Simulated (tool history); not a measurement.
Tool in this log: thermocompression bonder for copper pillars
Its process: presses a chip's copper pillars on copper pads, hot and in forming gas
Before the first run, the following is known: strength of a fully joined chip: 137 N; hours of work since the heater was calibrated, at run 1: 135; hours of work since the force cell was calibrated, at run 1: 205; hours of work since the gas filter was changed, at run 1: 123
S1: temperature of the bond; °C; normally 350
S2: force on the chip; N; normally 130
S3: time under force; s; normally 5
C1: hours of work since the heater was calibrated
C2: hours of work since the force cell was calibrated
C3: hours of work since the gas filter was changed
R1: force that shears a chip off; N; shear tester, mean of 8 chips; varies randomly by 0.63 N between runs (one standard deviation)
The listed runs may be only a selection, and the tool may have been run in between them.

| run | hour | S1 | S2 | S3 | C1 | C2 | C3 | R1 |
|---|---|---|---|---|---|---|---|---|
| 1 | 0 | 350 | 130 | 5 | 135 | 205 | 123 | 83.8 |
| 2 | 13.8 | 350 | 179 | 5 | 144 | 214 | 132 | 98.6 |
| 3 | 25.6 | 350 | 130 | 5 | 152 | 221 | 139 | 82.7 |
| 4 | 36.9 | 350 | 130 | 5 | 159 | 229 | 147 | 81.8 |
| 5 | 51 | 350 | 130 | 5 | 169 | 238 | 156 | 81.6 |
| 6 | 62.5 | 350 | 130 | 5 | 176 | 245 | 163 | 82.1 |
| 7 | 76.3 | 363 | 130 | 5 | 185 | 254 | 172 | 88.4 |
| 8 | 85.2 | 363 | 130 | 5 | 191 | 260 | 178 | 87.9 |
| 9 | 100.5 | 363 | 130 | 5 | 201 | 270 | 188 | 88.2 |
| 10 | 114.2 | 363 | 130 | 5 | 210 | 279 | 197 | 86.7 |
| 11 | 125.3 | 363 | 185 | 5 | 217 | 286 | 204 | 104.6 |
| 12 | 135.7 | 356 | 110 | 3 | 224 | 293 | 211 | 64.4 |
| 13 | 149.2 | 356 | 168 | 12 | 233 | 302 | 220 | 113.1 |
| 14 | 156.1 | 356 | 81 | 4 | 237 | 306 | 224 | 55.7 |
| 15 | 171.7 | 356 | 163 | 4 | 247 | 316 | 234 | 88.7 |
| 16 | 178.6 | 367 | 98 | 4 | 252 | 321 | 239 | 70.3 |
| 17 | 187.3 | 350 | 79 | 13 | 257 | 327 | 245 | 76.7 |
| 18 | 195.4 | 350 | 79 | 13 | 263 | 332 | 250 | 76.3 |
| 19 | 205.1 | 338 | 130 | 5 | 269 | 338 | 256 | 72 |
| 20 | 213.8 | 365 | 130 | 5 | 275 | 344 | 262 | 87.1 |
| 21 | 225.3 | 365 | 89 | 4 | 282 | 351 | 269 | 63.5 |

Branching from run 21: 3 alternative next runs. What would each branch give?
| A | 233 | 329 | 82 | 4 | 287 | 356 | 274 | ? |
| B | 233 | 350 | 189 | 11 | 287 | 356 | 274 | ? |
| C | 233 | 339 | 89 | 4 | 287 | 356 | 274 | ? |

| run | R1 |
|---|---|
| A | 43 |
| B | 109 |
| C | 50.1 |
Without the tool's hidden state the same runs would have given:
| run | R1 |
|---|---|
| A | 48.7 |
| B | 120.2 |
| C | 56.7 |

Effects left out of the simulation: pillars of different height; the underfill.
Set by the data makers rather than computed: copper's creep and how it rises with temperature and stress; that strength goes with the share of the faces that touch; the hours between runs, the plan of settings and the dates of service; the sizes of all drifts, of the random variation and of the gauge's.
